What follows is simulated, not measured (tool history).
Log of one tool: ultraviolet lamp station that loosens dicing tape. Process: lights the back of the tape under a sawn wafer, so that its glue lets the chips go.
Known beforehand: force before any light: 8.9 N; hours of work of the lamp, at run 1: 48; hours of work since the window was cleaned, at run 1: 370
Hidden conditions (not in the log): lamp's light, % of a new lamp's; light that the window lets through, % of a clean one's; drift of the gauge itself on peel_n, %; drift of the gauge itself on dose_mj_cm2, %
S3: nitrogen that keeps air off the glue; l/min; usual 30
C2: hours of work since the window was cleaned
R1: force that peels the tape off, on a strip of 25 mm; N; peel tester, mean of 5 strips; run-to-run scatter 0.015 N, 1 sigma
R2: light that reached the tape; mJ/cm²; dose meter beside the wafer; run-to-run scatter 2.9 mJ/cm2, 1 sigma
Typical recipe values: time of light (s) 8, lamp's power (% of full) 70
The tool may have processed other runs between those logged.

Run 1, hour 0: usual settings; hours of work of the lamp 48; C2 370. Result: R1 0.864 N, R2 369 mJ/cm².
Run 2, hour 20.9: usual settings but time of light (s) 6; hours of work of the lamp 59; C2 381. Result: R1 1.514 N, R2 271 mJ/cm².
Run 3, hour 58.3: usual settings but time of light (s) 6; hours of work of the lamp 78; C2 401. Result: R1 1.509 N, R2 272 mJ/cm².
Run 4, hour 95.8: usual settings; hours of work of the lamp 98; C2 420. Result: R1 0.92 N, R2 362 mJ/cm².
At hour 124.2: window cleaned of glue's vapour.
Run 5, hour 129.1: usual settings; hours of work of the lamp 115; C2 3. Result: R1 0.805 N, R2 385 mJ/cm².
Run 6, hour 147: usual settings but S3 19 l/min; hours of work of the lamp 124; C2 12. Result: R1 1.078 N, R2 387 mJ/cm².
Run 7, hour 179.3: usual settings but S3 19 l/min; hours of work of the lamp 141; C2 29. Result: R1 1.068 N, R2 385 mJ/cm².
Run 8, hour 201.3: usual settings but lamp's power (% of full) 95, S3 19 l/min; hours of work of the lamp 153; C2 40. Result: R1 0.634 N, R2 516 mJ/cm².
Run 9, hour 222.7: usual settings but lamp's power (% of full) 95, S3 19 l/min; hours of work of the lamp 164; C2 51. Result: R1 0.631 N, R2 512 mJ/cm².
Run 10, hour 259.2: usual settings but lamp's power (% of full) 68; hours of work of the lamp 183; C2 71. Result: R1 0.934 N, R2 362 mJ/cm².
Run 11, hour 297: usual settings but lamp's power (% of full) 91; hours of work of the lamp 203; C2 90. Result: R1 0.506 N, R2 478 mJ/cm².
Run 12, hour 325.5: usual settings but lamp's power (% of full) 91; hours of work of the lamp 218; C2 105. Result: R1 0.531 N, R2 472 mJ/cm².
Run 13, hour 359.5: usual settings but lamp's power (% of full) 91; hours of work of the lamp 235; C2 123. Result: R1 0.549 N, R2 466 mJ/cm².
Run 14, hour 384.9: usual settings but time of light (s) 7; hours of work of the lamp 249; C2 136. Result: R1 1.167 N, R2 310 mJ/cm².
Run 15, hour 400.9: usual settings; hours of work of the lamp 257; C2 145. Result: R1 0.941 N, R2 351 mJ/cm².
Run 16, hour 431.1: usual settings but S3 16 l/min; hours of work of the lamp 273; C2 160. Result: R1 1.43 N, R2 351 mJ/cm².
Run 17, hour 448.3: usual settings but S3 16 l/min; hours of work of the lamp 282; C2 169. Result: R1 1.43 N, R2 350 mJ/cm².
Run 18, hour 483.8: usual settings but S3 16 l/min; hours of work of the lamp 300; C2 188. Result: R1 1.4 N, R2 342 mJ/cm².
Run 19, hour 513.4: usual settings but S3 16 l/min; hours of work of the lamp 316; C2 203. Result: R1 1.532 N, R2 336 mJ/cm².
Run 20, hour 539.2: usual settings; hours of work of the lamp 329; C2 217. Result: R1 1.044 N, R2 339 mJ/cm².
Run 21, hour 572.8: usual settings but time of light (s) 10; hours of work of the lamp 347; C2 234. Result: R1 0.71 N, R2 404 mJ/cm².
Run 22, hour 599.7: usual settings but time of light (s) 10, lamp's power (% of full) 69; hours of work of the lamp 361; C2 248. Result: R1 0.757 N, R2 408 mJ/cm².
Run 23, hour 616.1: usual settings but time of light (s) 7, lamp's power (% of full) 66, S3 21 l/min; hours of work of the lamp 370; C2 257. Result: R1 1.793 N, R2 268 mJ/cm².
Run 24, hour 639: usual settings but time of light (s) 7, lamp's power (% of full) 66, S3 21 l/min; hours of work of the lamp 381; C2 269. Result: R1 1.872 N, R2 267 mJ/cm².
Run 25, hour 661.8: usual settings but time of light (s) 7, lamp's power (% of full) 66, S3 21 l/min; hours of work of the lamp 393; C2 281. Result: R1 1.886 N, R2 264 mJ/cm².
Run 26, hour 690: usual settings but time of light (s) 7, lamp's power (% of full) 66, S3 21 l/min; hours of work of the lamp 408; C2 296. Result: R1 1.898 N, R2 263 mJ/cm².
Run 27, hour 711.5: usual settings but time of light (s) 7, lamp's power (% of full) 66, S3 21 l/min; hours of work of the lamp 419; C2 307. Result: R1 1.916 N, R2 259 mJ/cm².
Run 28, hour 749.1: usual settings but time of light (s) 6, lamp's power (% of full) 99, S3 21 l/min; hours of work of the lamp 439; C2 327. Result: R1 1.325 N, R2 329 mJ/cm².
Run 29, hour 780.7: usual settings but time of light (s) 6, lamp's power (% of full) 99, S3 21 l/min; hours of work of the lamp 456; C2 343. Result: R1 1.397 N, R2 322 mJ/cm².
Run 30, hour 805.8: usual settings but lamp's power (% of full) 86, S3 21 l/min; hours of work of the lamp 469; C2 356. Result: R1 1.077 N, R2 371 mJ/cm².
Run 31, hour 823: usual settings but lamp's power (% of full) 77; hours of work of the lamp 478; C2 365. Result: R1 1.099 N, R2 328 mJ/cm².
Run 32, hour 860.3: usual settings but lamp's power (% of full) 91, S3 18 l/min; hours of work of the lamp 497; C2 385. Result: R1 1.126 N, R2 386 mJ/cm².
Run 33, hour 876.7: usual settings but lamp's power (% of full) 72; hours of work of the lamp 506; C2 393. Result: R1 1.226 N, R2 302 mJ/cm².
Run 34, hour 908.3: usual settings but time of light (s) 9, lamp's power (% of full) 66, S3 12 l/min; hours of work of the lamp 522; C2 410. Result: R1 2.108 N, R2 308 mJ/cm².
Run 35, hour 944: usual settings but time of light (s) 6, lamp's power (% of full) 71; hours of work of the lamp 541; C2 428. Result: R1 2.129 N, R2 213 mJ/cm².
At hour 959.5: window cleaned of glue's vapour.
Run 36, hour 982.7: usual settings but S3 18 l/min; hours of work of the lamp 561; C2 12. Result: R1 1.635 N, R2 307 mJ/cm².
Run 37, hour 1015.1: usual settings but lamp's power (% of full) 62; hours of work of the lamp 578; C2 29. Result: R1 1.531 N, R2 268 mJ/cm².
Run 38, hour 1031: usual settings but lamp's power (% of full) 62; hours of work of the lamp 586; C2 37. Result: R1 1.566 N, R2 267 mJ/cm².
Run 39, hour 1046.9: usual settings but lamp's power (% of full) 60; hours of work of the lamp 594; C2 46. Result: R1 1.637 N, R2 257 mJ/cm².
Run 40, hour 1076.5: usual settings but lamp's power (% of full) 60; hours of work of the lamp 610; C2 61. Result: R1 1.674 N, R2 255 mJ/cm².
Run 41, hour 1109.3: usual settings but time of light (s) 9, lamp's power (% of full) 73, S3 50 l/min; hours of work of the lamp 627; C2 78. Result: R1 0.796 N, R2 341 mJ/cm².
Run 42, hour 1139: usual settings but time of light (s) 9, lamp's power (% of full) 73, S3 50 l/min; hours of work of the lamp 642; C2 94. Result: R1 0.82 N, R2 335 mJ/cm².
Run 43, hour 1172.7: usual settings but time of light (s) 11, lamp's power (% of full) 60; hours of work of the lamp 660; C2 111. Result: R1 1.079 N, R2 336 mJ/cm².

For each entry between runs, how does the tool's hidden state at the last listed run before it compare with that at the first listed run after it?
In the gap between runs 4 and 5: window cleaned of glue's vapour (hour 124.2)
  lamp's light, % of a new lamp's: 94.8 -> 94; light that the window lets through, % of a clean one's: 90.8 -> 99.4
  what was measured, less what the result would be without the hidden state, R1: +0.238 -> +0.102 N; R2: -58 -> -27 mJ/cm²
In the gap between runs 35 and 36: window cleaned of glue's vapour (hour 959.5)
  lamp's light, % of a new lamp's: 75.4 -> 74.5; light that the window lets through, % of a clean one's: 90.6 -> 99
  what was measured, less what the result would be without the hidden state, R1: +0.963 -> +0.672 N; R2: -100 -> -108 mJ/cm²
